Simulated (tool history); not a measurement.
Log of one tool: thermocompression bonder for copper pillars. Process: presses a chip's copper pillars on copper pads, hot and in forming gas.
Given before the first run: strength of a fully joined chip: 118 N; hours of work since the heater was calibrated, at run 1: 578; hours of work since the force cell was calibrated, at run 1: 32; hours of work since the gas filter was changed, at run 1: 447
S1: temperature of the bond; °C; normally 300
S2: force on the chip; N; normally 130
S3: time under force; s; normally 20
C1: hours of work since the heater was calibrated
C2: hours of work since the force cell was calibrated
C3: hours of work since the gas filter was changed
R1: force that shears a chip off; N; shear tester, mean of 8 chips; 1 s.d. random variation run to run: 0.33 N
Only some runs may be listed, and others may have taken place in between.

run,hour,S1,S2,S3,C1,C2,C3,R1
1,0.0,300,130,20,578,32,447,74.0
2,11.3,300,130,20,585,39,454,74.7
3,18.8,300,130,20,589,43,458,74.7
4,25.9,300,130,27,593,47,463,81.0
5,33.9,300,130,20,598,52,467,73.9
6,46.5,300,130,20,605,59,475,74.0
7,54.8,300,130,20,610,64,480,74.4
8,62.1,300,130,55,615,69,484,94.3
9,71.5,300,130,55,620,74,490,93.8
10,77.4,300,130,55,624,78,493,94.5
11,85.8,274,130,20,629,83,498,53.7
# hour 89.5: forming gas filter changed
12,99.4,274,130,20,636,90,6,56.0
# hour 101.8: force cell calibrated
13,110.1,274,130,20,642,5,11,56.0
14,116.6,274,130,20,646,9,15,56.1
15,124.6,300,188,20,650,13,20,95.6
16,130.4,321,130,12,654,17,23,82.1
17,141.1,325,130,20,660,23,30,95.2
18,150.4,300,158,53,666,29,35,105.0
19,157.5,296,81,15,670,33,39,43.8
20,169.6,300,133,48,677,40,46,95.5
# hour 173.0: force cell calibrated, once more
21,180.8,272,130,22,683,5,52,56.9
22,187.6,272,130,22,687,9,56,57.1
23,194.8,293,130,20,691,13,60,72.2
24,205.3,320,99,12,697,19,67,66.5
25,212.0,320,134,12,701,23,71,84.3
26,217.7,320,134,12,704,26,74,83.1
27,227.8,320,134,12,710,32,80,83.4
28,240.9,300,103,20,718,40,88,64.4
29,248.0,311,186,57,722,44,92,113.4
30,258.9,306,88,57,729,51,98,82.5

Alternative continuations, all from the tool just after run 30; predict every row:
A,264.5,315,114,11,732,54,102,?
B,264.5,274,177,45,732,54,102,?
C,264.5,277,88,43,732,54,102,?

run,R1
A,69.2
B,90.8
C,53.5
Had the tool no hidden state, the same runs would have come out as:
run,R1
A,60.9
B,81.6
C,45.1
